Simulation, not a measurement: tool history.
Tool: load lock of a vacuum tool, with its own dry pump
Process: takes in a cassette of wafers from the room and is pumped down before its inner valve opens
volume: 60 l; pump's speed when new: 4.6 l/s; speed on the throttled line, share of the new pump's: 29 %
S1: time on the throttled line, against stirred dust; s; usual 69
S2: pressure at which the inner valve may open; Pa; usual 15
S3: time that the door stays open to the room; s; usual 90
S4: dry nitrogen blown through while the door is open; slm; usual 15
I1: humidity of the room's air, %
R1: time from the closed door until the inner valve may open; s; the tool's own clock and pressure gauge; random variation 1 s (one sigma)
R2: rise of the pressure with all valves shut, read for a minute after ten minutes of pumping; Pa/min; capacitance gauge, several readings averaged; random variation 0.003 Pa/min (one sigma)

run    hour  S1  S2   S3  S4    I1     R1     R2
  1       0  69  15   90  15  46.9  171.5  0.117
  2   155.6  69  15   90  15    44  168.6  0.125
  3   310.6  69  15   90  15  47.8  171.3  0.127
  4   444.6  69  15   90  15  42.8  171.8  0.133
  5   604.7  69  15   90  15  40.9  173.4  0.136
  6   698.7  69  15   90  15  46.1  172.4  0.133
  7   783.2  69  15   90  15  43.6  170.5  0.139
  8   858.5  69  15   90  15  43.9  172.6  0.141
  9   996.7  69  15   90  15  43.9  173.1  0.145
 10  1151.4  69  20   90  15  44.7    168  0.146
 11  1243.8  69  18   90  15  43.3  170.1   0.15
 12  1378.2  69  15   90  15  42.9  172.8  0.147
 13  1477.2  69  15   90  15  46.1  173.6  0.154
 14  1604.5  69  15   90  34  45.2  171.8  0.143
 15  1743.8  69  15   90  34  45.3  172.7  0.151
 16  1860.5  85  21   26  20  45.1  179.3  0.144
 17  1955.6  61  19   44   6  44.2  164.7  0.173
 18  2058.1  35  17   50  25  46.9  149.2   0.15
 19  2146.5  35  17   50  25  45.3  149.6  0.152
 20  2211.8  69  15   87   9  45.7  172.5  0.184
 21  2305.1  79  15   90  35  45.2  180.6  0.163
 22  2401.9  69  21  197  15    44  167.4  0.189
 23    2517  69  13   90   7  43.9  175.1  0.194
 24  2662.6  56  22  141  39  42.6  159.2  0.169
 25  2749.6  56  22  141  39  45.1  160.7  0.174
 26  2880.3  56  22  141  39  44.3  159.7  0.173
 27  3017.4  69  15   90  13  46.7  175.8  0.191
 28  3169.4  34  12   90  15  43.5  152.6  0.195
 29  3276.5  79  12   41  11  46.4  186.9  0.191

Measured less the same run without the tool's hidden state. The same run-to-run variation is in both; the gauge's scatter may not be:
The hidden state here: pump's speed, % of a new pump's; leak at the door's seal, Pa l/s; drift of the gauge itself on ready_s, %; drift of the gauge itself on rise_pa_min, %.
run     R1      R2
  1   +6.1  +0.081
  2   +6.3  +0.085
  3   +6.6  +0.086
  4   +6.7  +0.092
  5   +6.9  +0.093
  6     +7  +0.095
  7   +7.1  +0.098
  8   +7.2  +0.099
  9   +7.4  +0.102
 10   +7.1  +0.105
 11   +7.5  +0.107
 12   +7.7  +0.112
 13   +7.9  +0.113
 14   +7.9  +0.117
 15   +8.2  +0.122
 16   +7.5  +0.123
 17   +8.4  +0.126
 18   +9.3  +0.126
 19   +9.5  +0.128
 20   +8.6  +0.131
 21   +8.5  +0.133
 22   +8.5  +0.135
 23   +9.5  +0.137
 24   +9.1  +0.142
 25   +9.3  +0.142
 26   +9.3  +0.146
 27   +9.7  +0.148
 28  +11.2  +0.154
 29  +10.4  +0.156
